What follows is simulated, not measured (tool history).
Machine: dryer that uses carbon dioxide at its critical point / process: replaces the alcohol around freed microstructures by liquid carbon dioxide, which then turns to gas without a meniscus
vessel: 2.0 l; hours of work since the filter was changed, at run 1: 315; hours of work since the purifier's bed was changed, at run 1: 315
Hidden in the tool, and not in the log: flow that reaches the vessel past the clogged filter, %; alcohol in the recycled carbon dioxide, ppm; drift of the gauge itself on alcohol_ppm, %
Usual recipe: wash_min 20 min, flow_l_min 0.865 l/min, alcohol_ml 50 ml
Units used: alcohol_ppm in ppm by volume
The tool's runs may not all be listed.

| run | hour | wash_min | flow_l_min | alcohol_ml | hours of work since the filter was changed | hours of work since the purifier's bed was changed | alcohol_ppm |
|---|---|---|---|---|---|---|---|
| 1 | 0 | 20 | 0.865 | 50 | 315 | 315 | 43 |
| 2 | 20.9 | 20 | 0.865 | 50 | 325 | 325 | 47 |
| 3 | 41.3 | 20 | 0.865 | 50 | 335 | 335 | 39 |
| 4 | 55.9 | 20 | 0.865 | 50 | 343 | 343 | 48 |
| 5 | 68.3 | 20 | 0.865 | 50 | 349 | 349 | 50 |
| 6 | 96.7 | 20 | 0.865 | 50 | 362 | 362 | 50 |
| 7 | 110.9 | 20 | 0.865 | 50 | 369 | 369 | 45 |
|  | 117.4 | inlet filter changed |
| 8 | 124.9 | 20 | 0.865 | 50 | 4 | 376 | 41 |
| 9 | 145.3 | 20 | 0.865 | 50 | 14 | 385 | 46 |
| 10 | 167 | 20 | 0.865 | 50 | 24 | 396 | 37 |
| 11 | 189 | 20 | 0.865 | 105 | 35 | 407 | 53 |
| 12 | 212.2 | 20 | 0.865 | 105 | 46 | 418 | 63 |
| 13 | 239.9 | 20 | 0.865 | 105 | 59 | 431 | 51 |
| 14 | 259.6 | 20 | 0.865 | 105 | 69 | 441 | 58 |
| 15 | 271.7 | 20 | 0.865 | 50 | 75 | 447 | 54 |
| 16 | 286.7 | 20 | 0.865 | 50 | 82 | 454 | 53 |
| 17 | 302.4 | 20 | 0.61 | 50 | 90 | 462 | 106 |
| 18 | 326.3 | 20 | 0.61 | 50 | 101 | 473 | 116 |
| 19 | 351.6 | 20 | 0.61 | 50 | 114 | 486 | 109 |
| 20 | 368.5 | 20 | 0.61 | 50 | 122 | 494 | 114 |
| 21 | 385.3 | 20 | 0.865 | 62 | 130 | 502 | 45 |
| 22 | 402.5 | 20 | 0.865 | 62 | 138 | 510 | 56 |
| 23 | 422.5 | 20 | 0.865 | 62 | 148 | 520 | 62 |
| 24 | 447.5 | 17 | 1.105 | 31 | 160 | 532 | 51 |
| 25 | 476.4 | 17 | 1.105 | 31 | 174 | 546 | 56 |
| 26 | 491.6 | 17 | 1.105 | 31 | 182 | 554 | 60 |
| 27 | 505.5 | 13 | 0.62 | 71 | 188 | 560 | 796 |
| 28 | 518.1 | 13 | 0.62 | 71 | 195 | 567 | 827 |
| 29 | 532.4 | 13 | 0.62 | 71 | 202 | 573 | 833 |
| 30 | 547.4 | 20 | 0.614 | 56 | 209 | 581 | 135 |
| 31 | 560.5 | 20 | 0.614 | 56 | 215 | 587 | 142 |
| 32 | 577 | 20 | 0.614 | 56 | 223 | 595 | 137 |
| 33 | 591.8 | 17 | 0.838 | 28 | 230 | 602 | 77 |
| 34 | 618.9 | 20 | 0.89 | 20 | 244 | 616 | 50 |
| 35 | 637 | 17 | 1.245 | 47 | 252 | 624 | 65 |
| 36 | 662.1 | 17 | 1.245 | 47 | 265 | 636 | 63 |
| 37 | 675.7 | 17 | 0.604 | 47 | 271 | 643 | 256 |
| 38 | 695.4 | 18 | 0.865 | 32 | 281 | 653 | 72 |
| 39 | 713.2 | 24 | 1.416 | 78 | 289 | 661 | 62 |
| 40 | 740.7 | 26 | 0.865 | 45 | 303 | 675 | 60 |
| 41 | 754.6 | 26 | 0.865 | 45 | 310 | 681 | 62 |
| 42 | 771.1 | 26 | 0.865 | 45 | 318 | 689 | 72 |
| 43 | 789.5 | 14 | 0.865 | 45 | 326 | 698 | 165 |
| 44 | 809 | 20 | 0.89 | 79 | 336 | 708 | 81 |
| 45 | 835.8 | 23 | 1.026 | 50 | 349 | 721 | 74 |
| 46 | 855.3 | 16 | 0.865 | 67 | 358 | 730 | 144 |

Forecast each of these 3 alternatives for the next run:
| A | 872.1 | 17 | 0.865 | 52 | 367 | 739 | ? |
| B | 872.1 | 18 | 0.865 | 50 | 367 | 739 | ? |
| C | 872.1 | 27 | 0.865 | 43 | 367 | 739 | ? |

| run | alcohol_ppm |
|---|---|
| A | 97 |
| B | 81 |
| C | 72 |
With no hidden state in the tool, these same runs would have given:
| run | alcohol_ppm |
|---|---|
| A | 23 |
| B | 10 |
| C | 8 |
